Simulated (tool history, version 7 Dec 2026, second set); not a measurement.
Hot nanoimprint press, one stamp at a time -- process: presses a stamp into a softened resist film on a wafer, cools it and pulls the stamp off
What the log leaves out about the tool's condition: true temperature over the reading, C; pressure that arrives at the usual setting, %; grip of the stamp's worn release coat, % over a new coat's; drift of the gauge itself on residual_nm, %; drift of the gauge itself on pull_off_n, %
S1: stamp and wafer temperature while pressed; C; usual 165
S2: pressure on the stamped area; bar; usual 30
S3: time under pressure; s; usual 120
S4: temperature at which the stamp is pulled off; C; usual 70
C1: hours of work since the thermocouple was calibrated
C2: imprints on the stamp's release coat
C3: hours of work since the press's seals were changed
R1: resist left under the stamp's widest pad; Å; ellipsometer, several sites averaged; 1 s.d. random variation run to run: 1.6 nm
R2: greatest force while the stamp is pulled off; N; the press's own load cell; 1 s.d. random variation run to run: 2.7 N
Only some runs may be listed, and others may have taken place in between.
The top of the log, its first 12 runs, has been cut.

run,hour,S1,S2,S3,S4,C1,C2,C3,R1,R2
13,342.9,165,30,150,70,348,345,449,2299,227
14,379.5,165,30,150,70,368,419,469,2253,229
15,401.1,165,24.4,120,70,380,463,481,2744,230
16,426.6,165,24.4,120,70,394,515,496,2742,228
17,465.5,165,28,118,72,416,594,517,2584,233
18,493.3,170,41.3,81,66,432,650,533,2049,238
19,511.7,154,25.8,212,69,442,687,543,3218,239
20,532.9,154,25.8,212,69,454,730,555,3207,235
21,566,175,25.8,212,60,473,797,574,1494,269
# hour 577.3: stamp cleaned and given a new release coat
22,597.6,175,29.9,212,60,487,41,588,1373,241
23,617.7,175,29.9,212,60,498,82,599,1368,239
24,654.8,175,23.1,156,60,519,157,620,1780,248
25,694.1,175,23.1,156,60,541,237,642,1777,248
26,730.1,175,19.7,120,60,561,310,662,2158,248
# hour 752.7: plate thermocouple calibrated
27,767.2,163,19.9,120,70,8,379,682,3463,234
28,783.8,165,36.2,106,76,17,413,691,2557,222
29,818.5,171,36.2,106,62,37,483,710,2054,261
30,844.6,171,36.2,106,62,52,536,725,2034,252

4 options for the next run, each taken on its own from the tool as it stands now. Forecast them:
A,874.7,165,30,100,70,68,597,742,?,?
B,874.7,154,36.2,106,64,68,597,742,?,?
C,874.7,171,30,120,70,68,597,742,?,?
D,874.7,165,30.4,100,67,68,597,742,?,?

run,R1,R2
A,2851,236
B,3785,255
C,2133,240
D,2838,247
Had the tool no hidden state, the same runs would have come out as:
run,R1,R2
A,2773,221
B,3677,239
C,2071,224
D,2760,231
